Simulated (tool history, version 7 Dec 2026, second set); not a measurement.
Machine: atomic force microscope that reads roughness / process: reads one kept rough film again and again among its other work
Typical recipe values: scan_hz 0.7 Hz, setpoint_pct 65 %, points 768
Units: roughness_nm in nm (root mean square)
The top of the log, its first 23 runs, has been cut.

run	hour	scan_hz	setpoint_pct	points	pictures with this tip	hours of work since the height scale was calibrated	roughness_nm
24	778.2	0.7	62	971	76	697	1.189
# hour 810.4: new tip fitted
25	824.7	2.587	79	596	12	717	1.08
26	857.4	2.587	79	596	37	731	1.068
27	897.1	2.587	58	574	69	748	1.165
# hour 938.3: new tip fitted
28	938.3	2.587	58	574	0	766	1.194
# hour 943.9: height scale calibrated on a step standard
29	988.3	2.587	58	574	39	19	1.182
30	1033.6	0.7	72	400	75	39	1.183
31	1056	2.488	71	768	93	49	1.11
# hour 1069.7: new tip fitted
32	1088.3	1.071	58	288	15	63	1.211
33	1139.7	1.071	58	288	56	85	1.202
34	1163.5	0.7	78	395	74	95	1.174
35	1186.5	0.7	60	503	93	105	1.194
# hour 1197.7: new tip fitted
36	1238.1	0.74	72	331	32	127	1.199
# hour 1255.3: height scale calibrated on a step standard, once more
37	1271.1	0.74	72	331	57	7	1.165
38	1317.2	0.74	59	259	94	27	1.164
# hour 1326.5: new tip fitted
39	1343.9	3.111	55	268	14	38	1.166
40	1366.1	2.786	55	268	31	48	1.163
41	1393.5	2.786	55	268	53	60	1.153
42	1444.6	1.79	65	788	94	82	1.137
# hour 1455.3: new tip fitted
43	1470.3	0.579	65	405	11	93	1.199
44	1518.5	0.579	65	405	50	114	1.182

Predict each of these 5 candidate next runs independently; none follows another, all start after run 44:
A	1565.7	2.745	68	282	87	134	?
B	1565.7	1.895	56	871	87	134	?
C	1565.7	1.805	61	264	87	134	?
D	1565.7	2.162	65	405	87	134	?
E	1565.7	1.481	65	768	87	134	?

run	roughness_nm
A	1.093
B	1.163
C	1.14
D	1.127
E	1.149
Take away the tool's hidden state, keep each run's random variation, and the runs would have read:
run	roughness_nm
A	1.128
B	1.2
C	1.176
D	1.162
E	1.185

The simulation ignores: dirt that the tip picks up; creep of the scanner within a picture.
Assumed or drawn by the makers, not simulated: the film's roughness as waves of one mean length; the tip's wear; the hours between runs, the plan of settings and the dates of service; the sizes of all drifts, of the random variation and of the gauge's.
